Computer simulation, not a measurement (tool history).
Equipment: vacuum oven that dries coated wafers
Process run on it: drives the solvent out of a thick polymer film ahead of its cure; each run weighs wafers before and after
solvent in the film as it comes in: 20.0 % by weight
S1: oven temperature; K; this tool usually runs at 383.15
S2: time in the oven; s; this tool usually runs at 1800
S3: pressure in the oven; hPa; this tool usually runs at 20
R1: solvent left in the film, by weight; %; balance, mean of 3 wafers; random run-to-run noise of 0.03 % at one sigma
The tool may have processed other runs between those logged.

run,hour,S1,S2,S3,R1
1,0,383.15,1800,20,1.42
2,77.6,383.15,1800,20,1.4
3,169.5,383.15,1800,20,1.46
4,277.2,383.15,1800,20,1.45
5,387.9,383.15,1800,20,1.4
6,461.3,383.15,1800,20,1.5
7,545,383.15,1800,20,1.47
8,626.5,383.15,1800,20,1.47
9,683.7,383.15,1800,20,1.47
10,772.1,383.15,1800,20,1.44
11,873.2,383.15,1800,20,1.42
12,946.3,383.15,2520,20,1.07
13,1015,383.15,2520,20,1.01
14,1122.2,383.15,2520,20,1.09
15,1197,383.15,2520,20,1.09
16,1281.8,383.15,1800,20,1.49
17,1379.4,383.15,1800,20,1.48
18,1493.3,383.15,1800,20,1.46
19,1558.1,383.15,1800,20,1.46
20,1673,387.15,1800,20,1.05
21,1768.6,393.15,1800,20,0.75
22,1884.4,393.15,1800,20,0.69
23,1935.4,393.15,1800,20,0.7
24,2053.3,393.15,1800,20,0.72
25,2103.9,393.15,1800,20,0.74
26,2198.5,393.15,1800,20,0.73
27,2269.4,381.15,3000,20,1.07
28,2364.2,381.15,3000,20,1.12
29,2472.3,383.15,1800,12.6,1.15
30,2589.5,383.15,1800,12.6,1.09
31,2645.4,383.15,1800,12.6,1.1
32,2747.7,383.15,1800,12.6,1.14
33,2825.7,383.15,2580,63.7,3.06
34,2917.1,383.15,2580,63.7,3.01
35,3009.6,383.15,2580,49.6,2.38
36,3100.9,373.15,1320,26.6,5.17
37,3223.8,388.15,2760,10.6,0.44
38,3324.4,388.15,2760,10.6,0.43
39,3376,388.15,2760,10.6,0.41
40,3449.9,394.15,1800,20,0.71
41,3540.6,394.15,1800,42.9,1.39
42,3604.9,394.15,1800,42.9,1.4
43,3685.1,373.15,1800,51.4,5.22
44,3805.1,395.15,1800,76.2,2.41
45,3856.8,383.15,1800,76.2,3.89
46,3953.2,383.15,2160,76.2,3.69

Removed from this log: 4 entries logged between the listed runs. Between which two listed runs does each belong, and how does the tool's hidden state at the listed run before it compare with that at the listed run after it?
From run 3 to run 4: oven's thermocouples calibrated (hour 179.8)
  true wafer temperature over the reading, C: -0.05 -> 0
From run 21 to run 22: vacuum gauge cleaned of residue and calibrated (hour 1878.7)
  true wafer temperature over the reading, C: -0.04 -> -0.05; true pressure over the reading, kPa: 0.017 -> 0
From run 23 to run 24: oven's thermocouples calibrated (hour 1951.3)
  true wafer temperature over the reading, C: -0.05 -> -0.01; true pressure over the reading, kPa: 0.001 -> 0.002
From run 43 to run 44: oven's thermocouples calibrated (hour 3722.7)
  true wafer temperature over the reading, C: -0.06 -> -0.01; true pressure over the reading, kPa: 0.012 -> 0.013
